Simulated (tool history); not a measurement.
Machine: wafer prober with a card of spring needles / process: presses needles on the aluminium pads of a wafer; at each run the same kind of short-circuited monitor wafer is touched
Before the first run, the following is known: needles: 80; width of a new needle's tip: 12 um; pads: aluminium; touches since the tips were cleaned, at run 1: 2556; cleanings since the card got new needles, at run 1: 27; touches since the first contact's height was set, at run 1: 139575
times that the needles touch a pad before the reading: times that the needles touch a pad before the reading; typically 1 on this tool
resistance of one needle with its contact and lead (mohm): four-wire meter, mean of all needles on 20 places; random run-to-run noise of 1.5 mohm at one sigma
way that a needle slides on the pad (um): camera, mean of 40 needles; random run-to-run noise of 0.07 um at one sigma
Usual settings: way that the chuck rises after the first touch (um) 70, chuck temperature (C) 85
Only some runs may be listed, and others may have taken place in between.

run	hour	way that the chuck rises after the first touch (um)	chuck temperature (C)	times that the needles touch a pad before the reading	touches since the tips were cleaned	cleanings since the card got new needles	touches since the first contact's height was set	resistance of one needle with its contact and lead (mohm)	way that a needle slides on the pad (um)
1	0.0	70	85	1	2556	27	139575	196	16.16
# hour 9.1: tips cleaned on abrasive film
2	28.6	70	85	1	4069	28	145512	213	16.30
# hour 31.0: tips cleaned on abrasive film
# hour 51.9: tips cleaned on abrasive film
3	63.4	70	85	1	2380	30	152722	199	16.10
# hour 75.2: tips cleaned on abrasive film
# hour 97.5: tips cleaned on abrasive film
4	100.1	70	85	1	546	32	160349	159	16.10
# hour 118.3: tips cleaned on abrasive film
5	129.7	70	85	1	2360	33	166482	200	16.08
# hour 139.1: tips cleaned on abrasive film
# hour 161.4: tips cleaned on abrasive film
6	167.0	70	85	1	1168	35	174222	179	16.14
# hour 184.5: tips cleaned on abrasive film
7	195.5	73	62	1	2300	36	180142	193	16.73
# hour 207.0: tips cleaned on abrasive film
# hour 229.6: tips cleaned on abrasive film
8	229.6	73	62	1	0	38	187218	139	16.67
# hour 252.2: tips cleaned on abrasive film
9	261.5	73	85	3	1948	39	193847	157	16.74
# hour 274.2: tips cleaned on abrasive film
10	293.4	77	85	1	3996	40	200468	202	17.60
# hour 296.1: tips cleaned on abrasive film
# hour 307.0: height of the first contact set anew
# hour 319.4: tips cleaned on abrasive film
11	325.1	66	78	2	1199	42	3748	163	15.76
# hour 341.7: tips cleaned on abrasive film
12	354.8	79	86	2	2730	43	9916	165	18.85

What if the next run were any one of these 3? Each begins from the tool's condition after run 12:
# hour 363.2: tips cleaned on abrasive film
A	378.7	68	101	1	3230	44	14870	?	?
# hour 363.2: tips cleaned on abrasive film
B	378.7	63	30	1	3230	44	14870	?	?
# hour 363.2: tips cleaned on abrasive film
C	378.7	80	85	3	3230	44	14870	?	?

run	resistance of one needle with its contact and lead (mohm)	way that a needle slides on the pad (um)
A	210	16.29
B	219	15.15
C	153	19.09
The same runs, with their run-to-run variation unchanged, on a tool lacking any hidden condition would have given:
run	resistance of one needle with its contact and lead (mohm)	way that a needle slides on the pad (um)
A	138	16.36
B	128	15.22
C	132	19.15
